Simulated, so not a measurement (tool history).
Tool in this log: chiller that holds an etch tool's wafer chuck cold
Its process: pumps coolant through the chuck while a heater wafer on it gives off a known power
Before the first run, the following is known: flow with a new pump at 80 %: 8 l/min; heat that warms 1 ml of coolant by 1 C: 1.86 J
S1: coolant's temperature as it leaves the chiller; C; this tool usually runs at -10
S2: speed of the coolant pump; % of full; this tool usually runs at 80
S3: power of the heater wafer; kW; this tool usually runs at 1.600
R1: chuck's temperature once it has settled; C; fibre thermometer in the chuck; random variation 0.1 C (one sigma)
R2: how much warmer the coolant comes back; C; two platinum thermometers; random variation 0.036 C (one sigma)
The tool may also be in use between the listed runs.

Run 1, hour 0.0: usual settings. Result: R1 1.8 C, R2 6.53 C.
Run 2, hour 47.0: usual settings. Result: R1 1.6 C, R2 6.61 C.
Run 3, hour 75.4: usual settings. Result: R1 1.7 C, R2 6.62 C.
Run 4, hour 118.2: usual settings but S2 94 % of full. Result: R1 0.4 C, R2 5.51 C.
At hour 126.3: coolant pump overhauled.
Run 5, hour 151.7: usual settings but S2 94 % of full. Result: R1 0.4 C, R2 5.53 C.
Run 6, hour 212.7: usual settings but S2 99 % of full. Result: R1 0.1 C, R2 5.34 C.
Run 7, hour 258.5: usual settings but S2 99 % of full. Result: R1 0.0 C, R2 5.29 C.
Run 8, hour 306.9: usual settings but S2 99 % of full. Result: R1 0.0 C, R2 5.27 C.
Run 9, hour 369.0: usual settings but S2 99 % of full. Result: R1 -0.1 C, R2 5.32 C.
Run 10, hour 399.3: usual settings but S2 71 % of full, S3 1.929 kW. Result: R1 6.2 C, R2 9.27 C.
Run 11, hour 444.2: usual settings but S2 71 % of full, S3 1.929 kW. Result: R1 6.2 C, R2 9.23 C.
At hour 483.0: coolant pump overhauled, once more.
Run 12, hour 488.1: usual settings but S2 83 % of full, S3 1.929 kW. Result: R1 3.5 C, R2 7.46 C.
Run 13, hour 535.7: usual settings but S2 97 % of full, S3 1.929 kW. Result: R1 2.1 C, R2 6.34 C.

Forecast each of these 4 alternatives for the next run:
Run A, hour 594.7: usual settings but S1 -15 C, S2 63 % of full, S3 0.995 kW. Result: R1 ?, R2 ?.
Run B, hour 594.7: usual settings but S1 0 C, S2 97 % of full, S3 1.929 kW. Result: R1 ?, R2 ?.
Run C, hour 594.7: usual settings but S1 -15 C, S3 2.262 kW. Result: R1 ?, R2 ?.
Run D, hour 594.7: usual settings but S1 -11 C, S2 96 % of full, S3 1.690 kW. Result: R1 ?, R2 ?.

run    R1    R2
  A  -6.3  5.21
  B  12.2  6.27
  C   1.7  9.13
  D  -0.5  5.58
Stripped of hidden state, with their random variation kept, the same runs would have yielded:
run    R1    R2
  A  -6.1  5.21
  B  12.2  6.26
  C   1.7  9.12
  D  -0.4  5.58
